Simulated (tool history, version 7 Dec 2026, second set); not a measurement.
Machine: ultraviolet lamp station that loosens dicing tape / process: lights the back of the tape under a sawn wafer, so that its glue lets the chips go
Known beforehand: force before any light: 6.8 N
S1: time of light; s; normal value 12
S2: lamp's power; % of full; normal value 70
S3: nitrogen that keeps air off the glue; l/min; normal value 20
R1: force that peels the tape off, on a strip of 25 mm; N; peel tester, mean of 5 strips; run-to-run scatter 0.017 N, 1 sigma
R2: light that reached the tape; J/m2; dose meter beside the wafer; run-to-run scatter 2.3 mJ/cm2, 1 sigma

{"run": 1, "day": 0.0, "S1": 12, "S2": 70, "S3": 20, "R1": 1.227, "R2": 1750}
{"run": 2, "day": 0.45, "S1": 18, "S2": 70, "S3": 20, "R1": 0.599, "R2": 2610}
{"run": 3, "day": 0.75, "S1": 10, "S2": 70, "S3": 20, "R1": 1.574, "R2": 1430}
{"run": 4, "day": 1.179, "S1": 10, "S2": 70, "S3": 20, "R1": 1.6, "R2": 1420}
{"run": 5, "day": 1.408, "S1": 14, "S2": 70, "S3": 20, "R1": 0.941, "R2": 1980}
{"run": 6, "day": 1.658, "S1": 14, "S2": 94, "S3": 20, "R1": 0.564, "R2": 2670}
{"run": 7, "day": 1.992, "S1": 14, "S2": 94, "S3": 20, "R1": 0.552, "R2": 2650}
{"run": 8, "day": 2.308, "S1": 14, "S2": 94, "S3": 20, "R1": 0.608, "R2": 2620}
{"run": 9, "day": 2.571, "S1": 14, "S2": 94, "S3": 20, "R1": 0.577, "R2": 2610}
{"run": 10, "day": 2.842, "S1": 14, "S2": 94, "S3": 20, "R1": 0.677, "R2": 2420}
{"run": 11, "day": 3.146, "S1": 12, "S2": 70, "S3": 20, "R1": 1.468, "R2": 1520}
{"run": 12, "day": 3.546, "S1": 21, "S2": 70, "S3": 6, "R1": 0.901, "R2": 2670}
{"run": 13, "day": 3.954, "S1": 9, "S2": 68, "S3": 6, "R1": 2.806, "R2": 1130}
{"run": 14, "day": 4.3, "S1": 6, "S2": 68, "S3": 38, "R1": 3.037, "R2": 730}
{"run": 15, "day": 4.55, "S1": 6, "S2": 68, "S3": 38, "R1": 2.994, "R2": 670}
{"run": 16, "day": 5.021, "S1": 12, "S2": 90, "S3": 16, "R1": 0.721, "R2": 2400}
{"run": 17, "day": 5.504, "S1": 12, "S2": 81, "S3": 16, "R1": 0.841, "R2": 2170}
{"run": 18, "day": 5.917, "S1": 19, "S2": 78, "S3": 16, "R1": 0.42, "R2": 3290}
{"run": 19, "day": 6.354, "S1": 10, "S2": 69, "S3": 10, "R1": 1.842, "R2": 1500}
{"run": 20, "day": 6.829, "S1": 12, "S2": 75, "S3": 10, "R1": 1.257, "R2": 1980}
{"run": 21, "day": 7.271, "S1": 23, "S2": 77, "S3": 13, "R1": 0.34, "R2": 3840}
{"run": 22, "day": 7.654, "S1": 23, "S2": 77, "S3": 13, "R1": 0.339, "R2": 3770}

The log once held 2 entries between its listed runs, left out of this copy. Where does each go, and what is different about the tool's unlogged condition between the listed run before it and the listed run after it?
Between runs 9 and 10: window cleaned of glue's vapour (day 2.617)
  lamp's light, % of a new lamp's: 90.4 -> 90.3; light that the window lets through, % of a clean one's: 85.6 -> 79.2
  measured minus no-state result, R1: +0.212 -> +0.303 N; R2: -760 -> -960 J/m2
Between runs 15 and 16: window cleaned of glue's vapour, once more (day 4.900)
  lamp's light, % of a new lamp's: 89.6 -> 89.4; light that the window lets through, % of a clean one's: 77.1 -> 98.6
  measured minus no-state result, R1: +0.898 -> +0.152 N; R2: -320 -> -320 J/m2

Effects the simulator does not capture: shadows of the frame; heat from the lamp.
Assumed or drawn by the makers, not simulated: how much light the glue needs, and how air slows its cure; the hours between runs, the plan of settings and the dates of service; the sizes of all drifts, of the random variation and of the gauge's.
